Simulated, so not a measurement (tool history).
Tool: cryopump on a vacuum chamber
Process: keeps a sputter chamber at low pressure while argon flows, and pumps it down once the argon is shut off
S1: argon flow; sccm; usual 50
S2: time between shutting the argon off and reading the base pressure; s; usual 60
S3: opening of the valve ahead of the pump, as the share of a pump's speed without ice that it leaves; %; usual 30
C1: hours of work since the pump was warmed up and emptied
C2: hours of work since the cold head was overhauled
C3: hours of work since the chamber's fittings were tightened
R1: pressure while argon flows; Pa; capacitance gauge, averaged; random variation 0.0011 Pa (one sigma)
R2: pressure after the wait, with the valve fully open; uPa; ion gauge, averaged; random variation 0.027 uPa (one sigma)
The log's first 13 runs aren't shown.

run   hour  S1   S2  S3   C1    C2    C3      R1    R2
 14  267.2  38   60  30  239  1021   892  0.1959  4.18
 15  284.6  22   60  30  254  1036   907  0.1142  4.46
 16  311.4  50   60  35  277  1058   930  0.2230  4.47
 17  330.5  50   60  35  293  1075   947  0.2227  4.55
 18  344.4  50   60  30  305  1087   958  0.2605  4.52
 19  375.6  50   60  30  332  1113   985  0.2604  4.79
 20  392.2  52   49  20  346  1128   999  0.4020  5.05
 21  418.7  52   49  20  369  1150  1022  0.4005  5.08
 22  445.1  34  106  19  391  1173  1045  0.2783  4.57
 23  469.6  34  106  19  412  1194  1066  0.2787  4.51
 24  487.6  34  106  19  428  1209  1081  0.2783  4.63
     492.8  -- leaking fittings of the chamber tightened, without venting
 25  521.3  23   47  30  455  1236    24  0.1213  1.69
 26  538.1  23   32  25  469  1251    39  0.1448  2.20
 27  553.6  51   75  19  482  1264    52  0.4202  1.33
 28  567.5  51   75  19  494  1276    64  0.4203  1.35
 29  599.1  32   75  29  521  1303    91  0.1749  1.52
 30  625.3  32   75  29  544  1326   113  0.1761  1.56
 31  647.5  32   75  29  563  1345   132  0.1764  1.66
 32  672.7  71   25  47  584  1366   154  0.2478  3.16
 33  689.2  22   53  52  598  1380   168  0.0705  2.07
 34  709.7  24  103  26  616  1398   186  0.1482  1.67
 35  732.7  24  289  30  636  1417   205  0.1290  1.31

3 ways to go on from here, each from the tool as it stands after run 35. What would each give?
  A  752.6  42  289  19  653  1434  222   ?   ?
  B  752.6  50   35  44  653  1434  222   ?   ?
  C  752.6  28   60  30  653  1434  222   ?   ?

run      R1    R2
  A  0.3499  1.44
  B  0.1873  2.86
  C  0.1508  2.18
Without the tool's hidden state the same runs would have given:
run      R1    R2
  A  0.3377  0.51
  B  0.1729  1.93
  C  0.1426  1.24
